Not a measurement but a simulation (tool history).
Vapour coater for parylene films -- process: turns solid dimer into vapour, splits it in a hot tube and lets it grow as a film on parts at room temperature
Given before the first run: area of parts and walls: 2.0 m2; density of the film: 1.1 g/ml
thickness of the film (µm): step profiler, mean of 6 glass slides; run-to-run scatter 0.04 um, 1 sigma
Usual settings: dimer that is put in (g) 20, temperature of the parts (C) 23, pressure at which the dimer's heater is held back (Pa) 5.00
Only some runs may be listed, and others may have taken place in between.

| run | hour | dimer that is put in (g) | temperature of the parts (C) | pressure at which the dimer's heater is held back (Pa) | thickness of the film (µm) |
|---|---|---|---|---|---|
| 1 | 0.0 | 20 | 23 | 5.00 | 4.27 |
| 2 | 17.4 | 20 | 23 | 5.00 | 4.21 |
| 3 | 30.6 | 20 | 23 | 5.00 | 4.20 |
| 4 | 58.6 | 20 | 23 | 5.00 | 4.13 |
| 5 | 75.6 | 20 | 23 | 5.00 | 4.14 |
| 6 | 100.1 | 20 | 23 | 5.00 | 4.13 |
| 7 | 117.2 | 20 | 18 | 5.00 | 4.48 |
| 8 | 137.0 | 9 | 18 | 5.00 | 2.01 |
| 9 | 161.2 | 20 | 33 | 5.00 | 3.48 |
| 10 | 181.2 | 20 | 23 | 5.00 | 4.12 |
| 11 | 199.3 | 20 | 23 | 3.26 | 4.50 |
| 12 | 220.2 | 16 | 29 | 5.06 | 2.92 |
| 13 | 234.3 | 34 | 33 | 2.87 | 6.57 |
| 14 | 256.5 | 34 | 33 | 2.87 | 6.60 |
| 15 | 285.3 | 20 | 23 | 3.80 | 4.24 |
| 16 | 301.6 | 20 | 23 | 3.80 | 4.22 |
| 17 | 316.9 | 23 | 23 | 8.08 | 4.15 |
| 18 | 342.7 | 23 | 20 | 3.87 | 5.08 |
| 19 | 358.2 | 23 | 20 | 3.87 | 5.06 |
| 20 | 380.9 | 23 | 20 | 3.87 | 5.05 |
| 21 | 402.5 | 10 | 25 | 5.19 | 1.91 |
| 22 | 417.8 | 25 | 17 | 7.65 | 4.90 |

Predict each of these 4 candidate next runs independently; none follows another, all start after run 22:
| A | 430.0 | 29 | 23 | 5.00 | ? |
| B | 430.0 | 25 | 17 | 10.62 | ? |
| C | 430.0 | 29 | 21 | 2.66 | ? |
| D | 430.0 | 11 | 17 | 7.65 | ? |

| run | thickness of the film (µm) |
|---|---|
| A | 5.68 |
| B | 4.59 |
| C | 6.77 |
| D | 2.17 |
What these runs would have given with no unlogged condition in the tool:
| run | thickness of the film (µm) |
|---|---|
| A | 6.23 |
| B | 5.04 |
| C | 7.43 |
| D | 2.38 |

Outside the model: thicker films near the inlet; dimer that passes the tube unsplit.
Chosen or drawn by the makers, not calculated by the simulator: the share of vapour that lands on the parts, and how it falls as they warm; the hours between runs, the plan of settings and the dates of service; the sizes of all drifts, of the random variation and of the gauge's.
